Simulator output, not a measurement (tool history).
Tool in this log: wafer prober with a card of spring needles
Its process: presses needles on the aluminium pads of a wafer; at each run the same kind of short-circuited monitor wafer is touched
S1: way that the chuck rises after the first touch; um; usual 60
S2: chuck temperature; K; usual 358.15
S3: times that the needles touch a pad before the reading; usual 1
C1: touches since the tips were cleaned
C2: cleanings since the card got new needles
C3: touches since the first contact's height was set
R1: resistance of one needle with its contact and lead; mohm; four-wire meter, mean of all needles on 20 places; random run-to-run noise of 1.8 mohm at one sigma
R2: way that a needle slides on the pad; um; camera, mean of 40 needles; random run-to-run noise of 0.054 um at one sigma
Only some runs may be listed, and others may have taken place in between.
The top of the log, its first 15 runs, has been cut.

At hour 170.4: tips cleaned on abrasive film.
Run 16, hour 175.3: usual settings but S2 298.15 K; C1 2246; C2 89; C3 35150. Result: R1 378 mohm, R2 14.19 um.
At hour 180.6: tips cleaned on abrasive film.
Run 17, hour 186.6: usual settings but S2 381.15 K, S3 2; C1 2777; C2 90; C3 40291. Result: R1 335 mohm, R2 14.15 um.
At hour 190.7: tips cleaned on abrasive film.
At hour 200.9: tips cleaned on abrasive film.
Run 18, hour 202.7: usual settings but S1 50 um; C1 789; C2 92; C3 47544. Result: R1 321 mohm, R2 11.82 um.
At hour 211.0: tips cleaned on abrasive film.
At hour 220.7: tips cleaned on abrasive film.
Run 19, hour 220.7: usual settings but S1 42 um, S2 314.15 K, S3 2; C1 0; C2 94; C3 55727. Result: R1 220 mohm, R2 9.80 um.
At hour 230.4: tips cleaned on abrasive film.
Run 20, hour 231.9: usual settings but S1 41 um, S2 325.15 K; C1 665; C2 95; C3 60790. Result: R1 366 mohm, R2 9.51 um.
At hour 241.1: tips cleaned on abrasive film.
Run 21, hour 245.1: usual settings but S2 331.15 K, S3 3; C1 1846; C2 96; C3 66804. Result: R1 254 mohm, R2 14.09 um.
At hour 251.7: tips cleaned on abrasive film.
At hour 262.7: tips cleaned on abrasive film.
Run 22, hour 264.1: usual settings but S1 78 um, S2 310.15 K, S3 3; C1 658; C2 98; C3 75438. Result: R1 193 mohm, R2 18.30 um.
At hour 272.8: tips cleaned on abrasive film.
Run 23, hour 273.4: usual settings but S1 48 um, S2 314.15 K, S3 2; C1 259; C2 99; C3 79637. Result: R1 253 mohm, R2 11.15 um.
At hour 283.3: tips cleaned on abrasive film.
Run 24, hour 287.6: usual settings but S1 48 um, S2 314.15 K, S3 2; C1 2002; C2 100; C3 86111. Result: R1 383 mohm, R2 11.20 um.
At hour 292.9: tips cleaned on abrasive film.
At hour 302.5: tips cleaned on abrasive film.
At hour 306.8: height of the first contact set anew.
Run 25, hour 307.0: usual settings but S1 48 um, S2 314.15 K, S3 2; C1 1916; C2 102; C3 103. Result: R1 372 mohm, R2 11.43 um.
At hour 312.8: tips cleaned on abrasive film.
At hour 323.1: tips cleaned on abrasive film.
Run 26, hour 323.7: usual settings but S1 48 um, S2 314.15 K, S3 2; C1 254; C2 104; C3 7658. Result: R1 254 mohm, R2 11.44 um.
At hour 332.9: tips cleaned on abrasive film.
Run 27, hour 337.4: usual settings but S1 72 um; C1 2070; C2 105; C3 13905. Result: R1 313 mohm, R2 17.15 um.
At hour 342.8: tips cleaned on abrasive film.
Run 28, hour 351.6: usual settings but S1 66 um, S2 379.15 K, S3 2; C1 4029; C2 106; C3 20352. Result: R1 325 mohm, R2 15.68 um.
At hour 352.8: tips cleaned on abrasive film.
At hour 363.7: tips cleaned on abrasive film.
Run 29, hour 366.9: usual settings but S1 59 um, S2 328.15 K; C1 1488; C2 108; C3 27282. Result: R1 345 mohm, R2 13.93 um.
At hour 374.0: tips cleaned on abrasive film.
Run 30, hour 374.7: usual settings but S1 58 um; C1 306; C2 109; C3 30798. Result: R1 251 mohm, R2 13.75 um.
At hour 383.9: tips cleaned on abrasive film.
Run 31, hour 387.9: usual settings but S1 58 um, S2 314.15 K; C1 1839; C2 110; C3 36823. Result: R1 378 mohm, R2 13.64 um.
At hour 394.4: tips cleaned on abrasive film.
Run 32, hour 403.2: usual settings but S2 395.15 K; C1 4049; C2 111; C3 43792. Result: R1 473 mohm, R2 14.16 um.

Below are 4 alternative next runs, each starting from the tool's condition after run 32. Predict each:
At hour 404.1: tips cleaned on abrasive film.
At hour 414.5: tips cleaned on abrasive film.
Run A, hour 419.4: usual settings but S1 56 um, S2 299.15 K, S3 3; C1 2248; C2 113; C3 51108. Result: R1 ?, R2 ?.
At hour 404.1: tips cleaned on abrasive film.
At hour 414.5: tips cleaned on abrasive film.
Run B, hour 419.4: usual settings but S1 48 um, S2 302.15 K, S3 2; C1 2248; C2 113; C3 51108. Result: R1 ?, R2 ?.
At hour 404.1: tips cleaned on abrasive film.
At hour 414.5: tips cleaned on abrasive film.
Run C, hour 419.4: usual settings but S2 345.15 K; C1 2248; C2 113; C3 51108. Result: R1 ?, R2 ?.
At hour 404.1: tips cleaned on abrasive film.
At hour 414.5: tips cleaned on abrasive film.
Run D, hour 419.4: usual settings but S1 56 um, S2 317.15 K, S3 2; C1 2248; C2 113; C3 51108. Result: R1 ?, R2 ?.

run   R1     R2
  A  268  13.20
  B  386  11.27
  C  391  14.05
  D  331  13.33
Take away the tool's hidden state, keep each run's random variation, and the runs would have read:
run   R1     R2
  A  176  13.37
  B  184  11.44
  C  188  14.22
  D  183  13.50
